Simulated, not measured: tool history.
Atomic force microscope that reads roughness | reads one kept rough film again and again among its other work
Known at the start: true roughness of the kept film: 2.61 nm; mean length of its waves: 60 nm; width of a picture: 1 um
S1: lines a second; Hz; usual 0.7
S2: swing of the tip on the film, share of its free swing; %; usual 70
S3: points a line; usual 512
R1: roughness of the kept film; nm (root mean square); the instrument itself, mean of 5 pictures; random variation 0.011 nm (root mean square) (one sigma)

Run 1, day 0: usual settings. Result: R1 2.408 nm (root mean square).
Run 2, day 0.683: usual settings. Result: R1 2.415 nm (root mean square).
Run 3, day 1.121: usual settings. Result: R1 2.401 nm (root mean square).
Run 4, day 1.538: usual settings. Result: R1 2.382 nm (root mean square).
Run 5, day 2.179: usual settings. Result: R1 2.371 nm (root mean square).
Run 6, day 2.842: usual settings. Result: R1 2.357 nm (root mean square).
Run 7, day 3.458: usual settings. Result: R1 2.349 nm (root mean square).
Run 8, day 3.829: usual settings. Result: R1 2.332 nm (root mean square).
Run 9, day 4.396: usual settings but S1 0.775 Hz. Result: R1 2.332 nm (root mean square).
Run 10, day 5.029: usual settings but S1 0.775 Hz. Result: R1 2.328 nm (root mean square).
Run 11, day 5.404: usual settings but S2 68 %. Result: R1 2.316 nm (root mean square).
Run 12, day 5.862: usual settings but S1 0.75 Hz. Result: R1 2.3 nm (root mean square).
Run 13, day 6.162: usual settings but S1 3.463 Hz. Result: R1 2.081 nm (root mean square).

Run 14 comes next. What will it give?
Run 14, day 6.725: usual settings but S1 0.796 Hz. Result: R1 ?.

Run 14 gave R1 2.295 nm (root mean square).
Without the tool's hidden state the same run would have given R1 2.474 nm (root mean square).

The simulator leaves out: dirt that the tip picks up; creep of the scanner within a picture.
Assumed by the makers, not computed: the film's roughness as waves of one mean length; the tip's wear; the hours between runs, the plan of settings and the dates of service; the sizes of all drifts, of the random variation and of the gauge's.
